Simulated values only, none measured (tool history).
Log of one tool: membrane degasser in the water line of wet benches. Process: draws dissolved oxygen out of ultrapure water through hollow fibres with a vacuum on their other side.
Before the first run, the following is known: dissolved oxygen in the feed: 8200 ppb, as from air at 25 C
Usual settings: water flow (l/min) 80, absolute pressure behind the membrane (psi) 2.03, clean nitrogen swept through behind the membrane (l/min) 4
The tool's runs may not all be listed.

run	hour	water flow (l/min)	absolute pressure behind the membrane (psi)	clean nitrogen swept through behind the membrane (l/min)	dissolved oxygen in the water behind the degasser (ppb)	pressure that the water loses in the fibres (psi)
1	0	80	2.03	4	601.3	8.351
2	31.3	80	2.03	4	594.2	8.37
3	88.7	80	2.03	4	586	8.348
4	118.6	80	2.03	4	585.2	8.363
5	155.4	80	2.03	4	595.8	8.318
6	185.7	80	2.03	4	582.9	8.302
7	236.1	80	2.03	4	583.7	8.327
8	283.1	69	2.03	4	513.6	7.188
9	316.4	69	2.03	4	506.1	7.194
10	364.3	69	2.03	4	497	7.216

Run 11 comes next. What will it give?
11	409.6	52	1.71	3.2	?	?

{"run 11": {"dissolved oxygen in the water behind the degasser (ppb)": 373.2, "pressure that the water loses in the fibres (psi)": 5.478}}
The same run, on a tool lacking any hidden state, would have yielded dissolved oxygen in the water behind the degasser (ppb) 372.9, pressure that the water loses in the fibres (psi) 5.442.
